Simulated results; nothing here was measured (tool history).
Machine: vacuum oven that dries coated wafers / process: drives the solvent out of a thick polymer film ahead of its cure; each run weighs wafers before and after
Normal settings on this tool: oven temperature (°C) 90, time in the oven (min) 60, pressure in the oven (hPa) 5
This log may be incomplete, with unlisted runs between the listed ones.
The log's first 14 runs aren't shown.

{"run": 15, "hour": 514.4, "oven temperature (°C)": 90, "time in the oven (min)": 60, "pressure in the oven (hPa)": 2.94, "solvent left in the film (%)": 2.49}
{"run": 16, "hour": 566.2, "oven temperature (°C)": 90, "time in the oven (min)": 47, "pressure in the oven (hPa)": 2.94, "solvent left in the film (%)": 3.44}
{"run": 17, "hour": 598.0, "oven temperature (°C)": 90, "time in the oven (min)": 47, "pressure in the oven (hPa)": 2.94, "solvent left in the film (%)": 3.37}
{"hour": 623.3, "done": "oven's thermocouples calibrated"}
{"run": 18, "hour": 633.4, "oven temperature (°C)": 95, "time in the oven (min)": 60, "pressure in the oven (hPa)": 5, "solvent left in the film (%)": 1.55}
{"run": 19, "hour": 680.8, "oven temperature (°C)": 95, "time in the oven (min)": 60, "pressure in the oven (hPa)": 5, "solvent left in the film (%)": 1.52}
{"run": 20, "hour": 730.1, "oven temperature (°C)": 79, "time in the oven (min)": 60, "pressure in the oven (hPa)": 5, "solvent left in the film (%)": 5.37}
{"run": 21, "hour": 777.6, "oven temperature (°C)": 94, "time in the oven (min)": 97, "pressure in the oven (hPa)": 6.87, "solvent left in the film (%)": 0.79}
{"hour": 797.2, "done": "oven's thermocouples calibrated, once more"}
{"run": 22, "hour": 828.6, "oven temperature (°C)": 90, "time in the oven (min)": 59, "pressure in the oven (hPa)": 5, "solvent left in the film (%)": 2.8}
{"run": 23, "hour": 871.4, "oven temperature (°C)": 90, "time in the oven (min)": 37, "pressure in the oven (hPa)": 5, "solvent left in the film (%)": 4.68}
{"run": 24, "hour": 913.8, "oven temperature (°C)": 90, "time in the oven (min)": 37, "pressure in the oven (hPa)": 5, "solvent left in the film (%)": 4.71}
{"run": 25, "hour": 945.3, "oven temperature (°C)": 90, "time in the oven (min)": 37, "pressure in the oven (hPa)": 5, "solvent left in the film (%)": 4.59}
{"run": 26, "hour": 984.1, "oven temperature (°C)": 90, "time in the oven (min)": 37, "pressure in the oven (hPa)": 5, "solvent left in the film (%)": 4.73}
{"run": 27, "hour": 1026.4, "oven temperature (°C)": 90, "time in the oven (min)": 37, "pressure in the oven (hPa)": 5, "solvent left in the film (%)": 4.67}
{"run": 28, "hour": 1059.7, "oven temperature (°C)": 89, "time in the oven (min)": 60, "pressure in the oven (hPa)": 12.33, "solvent left in the film (%)": 3.31}
{"run": 29, "hour": 1090.6, "oven temperature (°C)": 89, "time in the oven (min)": 60, "pressure in the oven (hPa)": 12.33, "solvent left in the film (%)": 3.38}
{"run": 30, "hour": 1123.3, "oven temperature (°C)": 90, "time in the oven (min)": 60, "pressure in the oven (hPa)": 4.57, "solvent left in the film (%)": 2.72}
{"run": 31, "hour": 1171.7, "oven temperature (°C)": 94, "time in the oven (min)": 64, "pressure in the oven (hPa)": 10.81, "solvent left in the film (%)": 1.94}
{"run": 32, "hour": 1222.1, "oven temperature (°C)": 94, "time in the oven (min)": 64, "pressure in the oven (hPa)": 10.81, "solvent left in the film (%)": 1.98}
{"run": 33, "hour": 1246.2, "oven temperature (°C)": 90, "time in the oven (min)": 41, "pressure in the oven (hPa)": 3.52, "solvent left in the film (%)": 4.2}
{"run": 34, "hour": 1279.9, "oven temperature (°C)": 90, "time in the oven (min)": 95, "pressure in the oven (hPa)": 9.41, "solvent left in the film (%)": 1.57}

What will run 35 give?
{"run": 35, "hour": 1322.7, "oven temperature (°C)": 90, "time in the oven (min)": 55, "pressure in the oven (hPa)": 19.18, "solvent left in the film (%)": "?"}

For run 35 the tool returned solvent left in the film (%) 3.74.
Without the tool's hidden state the same run would have given solvent left in the film (%) 3.53.
